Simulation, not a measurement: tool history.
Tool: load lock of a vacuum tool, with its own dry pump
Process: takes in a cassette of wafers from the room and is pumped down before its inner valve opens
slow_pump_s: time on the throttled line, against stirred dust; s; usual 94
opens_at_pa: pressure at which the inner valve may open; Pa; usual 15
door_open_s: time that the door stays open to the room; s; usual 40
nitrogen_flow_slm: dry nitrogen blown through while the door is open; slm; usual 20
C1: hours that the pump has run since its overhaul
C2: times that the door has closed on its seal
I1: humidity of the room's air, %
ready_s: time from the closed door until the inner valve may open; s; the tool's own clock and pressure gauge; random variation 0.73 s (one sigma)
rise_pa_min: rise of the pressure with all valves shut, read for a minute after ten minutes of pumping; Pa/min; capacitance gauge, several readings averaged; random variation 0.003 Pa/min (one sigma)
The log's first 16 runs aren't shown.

Run 17, hour 6168: usual settings but slow_pump_s 50 s, nitrogen_flow_slm 6 slm; C1 5819; C2 1839; I1 46.2. Result: ready_s 94.5 s, rise_pa_min 0.061 Pa/min.
Run 18, hour 6618.9: usual settings but slow_pump_s 50 s, nitrogen_flow_slm 6 slm; C1 6270; C2 3944; I1 47.3. Result: ready_s 95.7 s, rise_pa_min 0.066 Pa/min.
Run 19, hour 7164.4: usual settings but slow_pump_s 50 s, opens_at_pa 21 Pa, nitrogen_flow_slm 26 slm; C1 6815; C2 6491; I1 46.2. Result: ready_s 93.8 s, rise_pa_min 0.049 Pa/min.
Run 20, hour 7451.4: usual settings but slow_pump_s 50 s, opens_at_pa 21 Pa, nitrogen_flow_slm 26 slm; C1 7102; C2 7830; I1 43.9. Result: ready_s 93.5 s, rise_pa_min 0.056 Pa/min.
Run 21, hour 7940.7: usual settings but slow_pump_s 157 s, opens_at_pa 22 Pa, door_open_s 29 s, nitrogen_flow_slm 26 slm; C1 7592; C2 10115; I1 43.7. Result: ready_s 188.8 s, rise_pa_min 0.062 Pa/min.
Run 22, hour 8287.1: usual settings but slow_pump_s 157 s, opens_at_pa 22 Pa, door_open_s 29 s, nitrogen_flow_slm 26 slm; C1 7938; C2 11732; I1 46.9. Result: ready_s 190.4 s, rise_pa_min 0.071 Pa/min.
Run 23, hour 8610.8: usual settings but slow_pump_s 157 s, opens_at_pa 22 Pa, door_open_s 29 s, nitrogen_flow_slm 26 slm; C1 8262; C2 13243; I1 48.5. Result: ready_s 189.5 s, rise_pa_min 0.081 Pa/min.
Run 24, hour 8915.9: usual settings but slow_pump_s 85 s, opens_at_pa 27 Pa, door_open_s 203 s; C1 8567; C2 14667; I1 44.7. Result: ready_s 125 s, rise_pa_min 0.169 Pa/min.
Run 25, hour 9173.1: usual settings but slow_pump_s 146 s, opens_at_pa 21 Pa, door_open_s 82 s, nitrogen_flow_slm 30 slm; C1 8824; C2 15868; I1 47.9. Result: ready_s 178.5 s, rise_pa_min 0.126 Pa/min.
Run 26, hour 9613.4: usual settings but slow_pump_s 178 s, opens_at_pa 12 Pa, nitrogen_flow_slm 10 slm; C1 9264; C2 17924; I1 44.6. Result: ready_s 211.6 s, rise_pa_min 0.132 Pa/min.
Run 27, hour 10195.7: usual settings but slow_pump_s 82 s, opens_at_pa 13 Pa, door_open_s 35 s, nitrogen_flow_slm 15 slm; C1 9847; C2 20643; I1 45.6. Result: ready_s 127.1 s, rise_pa_min 0.152 Pa/min.
Run 28, hour 10723.8: usual settings but slow_pump_s 82 s, opens_at_pa 13 Pa, door_open_s 35 s, nitrogen_flow_slm 15 slm; C1 10375; C2 23108; I1 44. Result: ready_s 127.9 s, rise_pa_min 0.167 Pa/min.
Run 29, hour 11071.6: usual settings but slow_pump_s 82 s, opens_at_pa 16 Pa, door_open_s 35 s, nitrogen_flow_slm 10 slm; C1 10722; C2 24732; I1 43. Result: ready_s 126.6 s, rise_pa_min 0.185 Pa/min.
Run 30, hour 11353.4: usual settings but slow_pump_s 82 s, opens_at_pa 16 Pa, door_open_s 35 s, nitrogen_flow_slm 10 slm; C1 11004; C2 26047; I1 45.6. Result: ready_s 126.9 s, rise_pa_min 0.198 Pa/min.
Run 31, hour 11800.8: usual settings but slow_pump_s 82 s, opens_at_pa 16 Pa, door_open_s 35 s, nitrogen_flow_slm 10 slm; C1 11452; C2 28136; I1 45.7. Result: ready_s 125.2 s, rise_pa_min 0.223 Pa/min.
At hour 12038.8: dry pump taken out, an overhauled one fitted.
Run 32, hour 12079.5: usual settings but slow_pump_s 82 s, opens_at_pa 16 Pa, door_open_s 35 s, nitrogen_flow_slm 10 slm; C1 41; C2 29409; I1 44.3. Result: ready_s 119.5 s, rise_pa_min 0.234 Pa/min.

5 ways to go on from here, each from the tool as it stands after run 32. What would each give?
Run A, hour 12392.3: usual settings but slow_pump_s 48 s, opens_at_pa 14 Pa, nitrogen_flow_slm 17 slm; C1 353; C2 30869; I1 41.9. Result: ready_s ?, rise_pa_min ?.
Run B, hour 12392.3: usual settings but slow_pump_s 156 s, opens_at_pa 23 Pa, door_open_s 35 s, nitrogen_flow_slm 10 slm; C1 353; C2 30869; I1 39.8. Result: ready_s ?, rise_pa_min ?.
Run C, hour 12392.3: usual settings but slow_pump_s 51 s, opens_at_pa 13 Pa; C1 353; C2 30869; I1 46.8. Result: ready_s ?, rise_pa_min ?.
Run D, hour 12392.3: usual settings but slow_pump_s 82 s, opens_at_pa 16 Pa, door_open_s 35 s, nitrogen_flow_slm 12 slm; C1 353; C2 30869; I1 45.5. Result: ready_s ?, rise_pa_min ?.
Run E, hour 12392.3: usual settings but door_open_s 56 s; C1 353; C2 30869; I1 46. Result: ready_s ?, rise_pa_min ?.

run  ready_s  rise_pa_min
  A     89.9        0.241
  B    185.8        0.242
  C     92.6        0.245
  D    119.5        0.257
  E    130.9        0.255
Without the tool's hidden state the same runs would have given:
run  ready_s  rise_pa_min
  A       89        0.037
  B    185.1         0.04
  C     91.8        0.041
  D    118.7        0.051
  E    130.1        0.049
